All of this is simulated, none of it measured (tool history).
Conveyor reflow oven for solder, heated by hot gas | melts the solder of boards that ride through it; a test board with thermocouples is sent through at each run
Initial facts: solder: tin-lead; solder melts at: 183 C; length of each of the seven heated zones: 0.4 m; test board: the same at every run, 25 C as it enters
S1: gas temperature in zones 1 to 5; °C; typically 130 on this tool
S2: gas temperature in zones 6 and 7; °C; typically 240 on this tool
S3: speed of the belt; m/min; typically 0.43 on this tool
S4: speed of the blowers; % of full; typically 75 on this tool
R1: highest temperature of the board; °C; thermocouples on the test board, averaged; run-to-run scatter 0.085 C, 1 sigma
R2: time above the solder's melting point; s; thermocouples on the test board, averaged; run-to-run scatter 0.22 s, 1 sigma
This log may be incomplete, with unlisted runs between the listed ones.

run 1 hour=0 | S1=130 S2=240 S3=0.43 S4=75 | R1=222.36 R2=85.3
run 2 hour=5.2 | S1=130 S2=240 S3=0.43 S4=75 | R1=222.56 R2=85.5
run 3 hour=17.3 | S1=130 S2=240 S3=0.43 S4=83 | R1=224.58 R2=87.9
run 4 hour=24.6 | S1=130 S2=240 S3=0.43 S4=83 | R1=224.64 R2=87.8
run 5 hour=31.9 | S1=130 S2=240 S3=0.43 S4=83 | R1=224.55 R2=87.8
run 6 hour=44.4 | S1=130 S2=240 S3=0.43 S4=83 | R1=224.53 R2=87.7
run 7 hour=51.4 | S1=122 S2=240 S3=0.43 S4=75 | R1=220.92 R2=80.9
run 8 hour=59.2 | S1=122 S2=240 S3=0.43 S4=75 | R1=221.03 R2=80.6
run 9 hour=71.6 | S1=122 S2=240 S3=0.43 S4=75 | R1=220.89 R2=80.4
run 10 hour=79.6 | S1=130 S2=240 S3=0.43 S4=75 | R1=222.34 R2=85.1
run 11 hour=84.8 | S1=130 S2=240 S3=0.43 S4=75 | R1=222.21 R2=85.8
run 12 hour=93.7 | S1=130 S2=240 S3=0.351 S4=75 | R1=228.39 R2=112.9
run 13 hour=99.5 | S1=130 S2=240 S3=0.43 S4=75 | R1=222.27 R2=85.8
run 14 hour=104.6 | S1=130 S2=240 S3=0.43 S4=75 | R1=222.24 R2=85.1
run 15 hour=111.7 | S1=130 S2=240 S3=0.43 S4=75 | R1=222.27 R2=85.4
run 16 hour=123.1 | S1=137 S2=240 S3=0.43 S4=53 | R1=215.05 R2=78.7
-- hour=129 flux residue cleaned out of gas plates and filters
run 17 hour=139.2 | S1=134 S2=241 S3=0.43 S4=53 | R1=215.03 R2=77.1
run 18 hour=150.2 | S1=134 S2=241 S3=0.43 S4=53 | R1=214.97 R2=76.8
run 19 hour=160.8 | S1=134 S2=241 S3=0.43 S4=53 | R1=214.86 R2=76.8
run 20 hour=169.7 | S1=130 S2=240 S3=0.434 S4=77 | R1=221.92 R2=84.4
run 21 hour=176.4 | S1=130 S2=240 S3=0.434 S4=77 | R1=221.91 R2=84.6
run 22 hour=181.5 | S1=116 S2=230 S3=0.434 S4=76 | R1=210.36 R2=65.2
run 23 hour=191.9 | S1=120 S2=233 S3=0.392 S4=76 | R1=217.25 R2=84.4
-- hour=202 flux residue cleaned out of gas plates and filters, once more
run 24 hour=202 | S1=120 S2=247 S3=0.475 S4=76 | R1=224.1 R2=74.6
run 25 hour=211 | S1=130 S2=248 S3=0.43 S4=75 | R1=230.03 R2=92.4
run 26 hour=223.1 | S1=135 S2=229 S3=0.43 S4=75 | R1=213.91 R2=79.3
run 27 hour=228.9 | S1=137 S2=246 S3=0.397 S4=90 | R1=235.26 R2=108.3
run 28 hour=238.2 | S1=130 S2=240 S3=0.43 S4=89 | R1=226.59 R2=90.3
run 29 hour=246.2 | S1=130 S2=240 S3=0.43 S4=85 | R1=225.77 R2=89.5
run 30 hour=256.1 | S1=130 S2=240 S3=0.43 S4=85 | R1=225.61 R2=89.5

Table of differences, measured result less the result of that run with no hidden state. Run-to-run variation is the same in both. Gauge scatter possibly is not:
Unlogged tool condition in this case: heat that the gas passes to the board, % of a clean oven's; belt's true speed, % of the reading; true gas temperature in zones 6 and 7 over the reading, C; drift of the gauge itself on peak_c, C; drift of the gauge itself on liquid_s, %.
run=1 R1=-1.23 R2=-1.3
run=2 R1=-1.24 R2=-1.4
run=3 R1=-1.28 R2=-1.3
run=4 R1=-1.3 R2=-1.2
run=5 R1=-1.32 R2=-1.3
run=6 R1=-1.34 R2=-1.3
run=7 R1=-1.4 R2=-1.6
run=8 R1=-1.41 R2=-1.5
run=9 R1=-1.44 R2=-1.6
run=10 R1=-1.39 R2=-1.5
run=11 R1=-1.4 R2=-1.4
run=12 R1=-1.23 R2=-1.2
run=13 R1=-1.43 R2=-1.4
run=14 R1=-1.44 R2=-1.5
run=15 R1=-1.45 R2=-1.5
run=16 R1=-1.23 R2=-1.6
run=17 R1=-1.61 R2=-2.2
run=18 R1=-1.63 R2=-2.2
run=19 R1=-1.64 R2=-2.2
run=20 R1=-2 R2=-2
run=21 R1=-2.01 R2=-2
run=22 R1=-2.1 R2=-3.2
run=23 R1=-1.95 R2=-2.6
run=24 R1=-0.7 R2=-0.4
run=25 R1=-0.71 R2=-0.4
run=26 R1=-0.7 R2=-0.6
run=27 R1=-0.76 R2=-0.2
run=28 R1=-0.79 R2=-0.4
run=29 R1=-0.8 R2=-0.4
run=30 R1=-0.81 R2=-0.4
